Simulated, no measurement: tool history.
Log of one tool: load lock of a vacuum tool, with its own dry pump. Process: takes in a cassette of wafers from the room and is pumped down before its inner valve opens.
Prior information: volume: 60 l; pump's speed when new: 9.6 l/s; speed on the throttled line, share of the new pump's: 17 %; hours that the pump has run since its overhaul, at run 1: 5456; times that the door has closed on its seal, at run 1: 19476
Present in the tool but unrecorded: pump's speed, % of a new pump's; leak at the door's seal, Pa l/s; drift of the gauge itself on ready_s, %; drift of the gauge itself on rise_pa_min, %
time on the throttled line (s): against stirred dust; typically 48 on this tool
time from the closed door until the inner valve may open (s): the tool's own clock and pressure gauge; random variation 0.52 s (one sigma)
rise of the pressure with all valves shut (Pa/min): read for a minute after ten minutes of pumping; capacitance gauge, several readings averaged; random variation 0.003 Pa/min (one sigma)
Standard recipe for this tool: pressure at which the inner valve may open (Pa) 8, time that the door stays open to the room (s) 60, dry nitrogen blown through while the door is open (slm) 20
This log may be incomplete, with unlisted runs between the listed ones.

run    hour  time on the throttled line (s)  pressure at which the inner valve may open (Pa)  time that the door stays open to the room (s)  dry nitrogen blown through while the door is open (slm)  hours that the pump has run since its overhaul  times that the door has closed on its seal  incoming humidity of the room's air, %  time from the closed door until the inner valve may open (s)  rise of the pressure with all valves shut (Pa/min)
  1       0                              48                                                8                                             60                                                       20                                            5456                                       19476                                    44.1                                                         101.3                                               0.154
  2     107                              48                                                8                                             60                                                       20                                            5563                                       19914                                    45.1                                                         101.8                                               0.163
  3   220.5                              48                                                7                                             60                                                       20                                            5677                                       20378                                    41.9                                                         103.1                                                0.16
  4   276.1                              48                                                7                                             60                                                       20                                            5732                                       20605                                    45.8                                                         102.8                                               0.168
  5   346.4                              48                                                7                                             60                                                       20                                            5802                                       20893                                    46.5                                                         101.7                                               0.174
  6   468.5                              48                                                8                                             60                                                        8                                            5925                                       21392                                      44                                                         101.4                                               0.189
  7   549.2                              48                                                8                                             60                                                        8                                            6005                                       21722                                    45.5                                                         101.6                                               0.186
  8   631.4                              48                                                8                                             60                                                       15                                            6088                                       22059                                    45.2                                                           101                                               0.186
  9   709.9                              48                                                8                                             60                                                       15                                            6166                                       22380                                    46.4                                                         100.5                                               0.193
 10   802.9                              48                                                8                                             37                                                       15                                            6259                                       22760                                    47.8                                                         100.8                                               0.189
 11   873.3                              48                                                8                                             62                                                       15                                            6329                                       23048                                    45.6                                                         101.2                                               0.196
 12  1001.5                              48                                                8                                             60                                                       20                                            6458                                       23573                                    43.6                                                         100.7                                               0.196
 13  1076.8                              48                                                8                                             60                                                       20                                            6533                                       23880                                    47.5                                                         101.9                                                 0.2
 14  1149.4                              48                                                8                                             60                                                       20                                            6605                                       24177                                      46                                                         100.9                                               0.206
 15  1250.3                              48                                                8                                             60                                                       20                                            6706                                       24590                                    47.6                                                         101.9                                               0.209
 16  1326.8                              48                                                9                                             60                                                       20                                            6783                                       24903                                    47.3                                                         101.6                                               0.207
 17  1432.6                              48                                                8                                             60                                                       20                                            6889                                       25336                                      45                                                         101.9                                               0.217
 18  1507.7                              48                                                8                                             60                                                       20                                            6964                                       25643                                    44.9                                                           102                                               0.222
 19  1632.1                              48                                                8                                             85                                                       20                                            7088                                       26152                                    41.5                                                         101.7                                               0.229
 20  1691.7                              68                                               11                                             85                                                       20                                            7148                                       26396                                    41.9                                                         115.5                                               0.234
 21  1777.9                              68                                               11                                             85                                                       20                                            7234                                       26749                                    49.7                                                         116.2                                               0.245
 22  1883.8                              68                                               11                                             85                                                       20                                            7340                                       27181                                    45.2                                                         116.2                                                0.24
 23    1975                              48                                               13                                             60                                                       20                                            7431                                       27554                                    40.4                                                          98.1                                               0.236
 24  2069.6                              48                                               13                                             60                                                       20                                            7526                                       27941                                    44.8                                                          98.7                                               0.239
 25  2167.9                              48                                               13                                             60                                                       20                                            7624                                       28343                                      43                                                          98.4                                               0.255
 26  2289.2                              48                                               13                                             60                                                       20                                            7745                                       28840                                    41.8                                                          98.6                                               0.255
 27  2387.9                              44                                               14                                             90                                                       20                                            7844                                       29244                                    45.2                                                          95.1                                               0.275
 28  2491.9                              32                                                8                                             50                                                       32                                            7948                                       29669                                    46.8                                                          89.2                                               0.263
 29  2558.9                              32                                                8                                             50                                                       32                                            8015                                       29943                                    45.8                                                          89.7                                                0.27
 30    2659                              48                                               11                                             60                                                       20                                            8115                                       30352                                    44.8                                                         100.1                                               0.276
 31  2749.9                              48                                               11                                             57                                                       20                                            8206                                       30724                                    46.6                                                           100                                               0.285
 32    2820                              48                                               11                                             29                                                        5                                            8276                                       31011                                    44.6                                                         100.2                                               0.288
 33  2883.9                              54                                               11                                             45                                                        7                                            8340                                       31272                                    44.8                                                         104.7                                               0.292
 34  2955.1                              54                                               11                                             45                                                        7                                            8411                                       31563                                    43.2                                                         106.3                                                0.31
 35  3069.5                              48                                                6                                             60                                                       38                                            8526                                       32031                                    43.2                                                         104.5                                               0.299
 36  3124.8                              27                                                6                                             60                                                       38                                            8581                                       32257                                    44.7                                                          87.7                                               0.295
 37    3237                              27                                                6                                            102                                                       38                                            8693                                       32717                                    45.7                                                          87.6                                               0.309

How would selected steps in time from the closed door until the inner valve may open (s) from run to run divide? Give the signed amount a tool lacking its hidden state would still show from settings, what came in and random variation, and the signed amount left for the hidden state, including any gauge scatter that is not in both of the compared results.
Run 19 -> 20: time on the throttled line (s) 48 -> 68, pressure at which the inner valve may open (Pa) 8 -> 11. time from the closed door until the inner valve may open (s) +13.8: hidden state -0.4, all else +14.2.
Run 22 -> 23: time on the throttled line (s) 68 -> 48, pressure at which the inner valve may open (Pa) 11 -> 13, time that the door stays open to the room (s) 85 -> 60. time from the closed door until the inner valve may open (s) -18.1: hidden state +0.2, all else -18.3.
Run 27 -> 28: time on the throttled line (s) 44 -> 32, pressure at which the inner valve may open (Pa) 14 -> 8, time that the door stays open to the room (s) 90 -> 50, dry nitrogen blown through while the door is open (slm) 20 -> 32. time from the closed door until the inner valve may open (s) -5.9: hidden state +0.5, all else -6.4.
Run 29 -> 30: time on the throttled line (s) 32 -> 48, pressure at which the inner valve may open (Pa) 8 -> 11, time that the door stays open to the room (s) 50 -> 60, dry nitrogen blown through while the door is open (slm) 32 -> 20. time from the closed door until the inner valve may open (s) +10.4: hidden state -0.4, all else +10.8.
Run 35 -> 36: time on the throttled line (s) 48 -> 27. time from the closed door until the inner valve may open (s) -16.8: hidden state +0.1, all else -16.9.
